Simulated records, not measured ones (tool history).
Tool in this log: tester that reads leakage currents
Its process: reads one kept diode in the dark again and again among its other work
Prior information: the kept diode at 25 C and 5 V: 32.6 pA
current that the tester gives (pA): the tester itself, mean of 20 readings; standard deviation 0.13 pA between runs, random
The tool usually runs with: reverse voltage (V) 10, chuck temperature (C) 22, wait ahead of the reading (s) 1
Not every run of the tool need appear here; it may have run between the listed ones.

run    hour  reverse voltage (V)  chuck temperature (C)  wait ahead of the reading (s)  current that the tester gives (pA)
  1       0                   10                     22                              1                               45.41
  2   150.5                   10                     22                              1                               48.63
  3     313                   10                     22                            0.3                               56.64
  4   391.3                 11.2                     22                              1                               57.49
  5   469.5                  1.3                     22                              1                               15.73
  6   611.2                  2.3                     22                              1                               22.84
      735.5  -- chuck's temperature calibrated
  7     748                  2.6                     22                              1                               23.94
  8   839.5                  2.6                     22                              1                               24.59
  9   983.7                   10                     22                              1                               63.06
 10  1125.8                   10                     22                              1                               65.89
 11  1239.8                   10                     22                              1                               68.38
       1369  -- probe card cleaned and baked
 12    1369                   10                     22                              1                               40.52
 13  1517.6                   10                     23                              1                               46.63
 14  1689.9                   10                     23                              1                               50.17
 15  1800.9                   10                     21                              1                               46.56
 16  1934.3                 19.7                     25                            5.6                               90.66
     1947.2  -- chuck's temperature calibrated
 17  2052.7                 19.7                     21                            5.6                               74.84
 18  2205.7                 19.7                     21                            5.6                               80.42
 19  2365.3                 19.7                     36                           0.47                              189.48
 20  2453.5                 19.7                     36                           0.47                              194.08
 21  2590.2                  1.7                     54                           3.83                              132.22
 22  2674.2                  1.7                     54                           3.83                              132.51
 23  2827.5                  6.3                     23                           0.93                               51.35
     2912.9  -- probe card cleaned and baked
 24  2927.1                  6.3                     23                           0.93                               34.89
 25  3017.4                  6.3                     59                           0.85                              347.64
     3159.4  -- chuck's temperature calibrated
     3198.2  -- tester calibrated
 26  3203.8                  3.6                     50                           0.78                               147.3
 27  3338.2                  2.2                     28                           4.55                               28.42
 28  3461.6                  2.2                     28                           4.55                               28.96
 29    3623                  2.2                     28                           4.55                               29.72

Below are 5 alternative next runs, each starting from the tool's condition after run 29. Predict each:
  A  3790.8                  1.4                     36                           1.18                                   ?
  B  3790.8                  6.3                     29                           4.55                                   ?
  C  3790.8                  2.2                     20                           0.41                                   ?
  D  3790.8                  2.2                     22                           4.55                                   ?
  E  3790.8                  2.3                     22                           2.46                                   ?

run  current that the tester gives (pA)
  A                               39.68
  B                               60.79
  C                               19.91
  D                               21.27
  E                               22.03
With no hidden state in the tool, these same runs would have given:
run  current that the tester gives (pA)
  A                               36.49
  B                               49.31
  C                               15.95
  D                               17.24
  E                               17.83
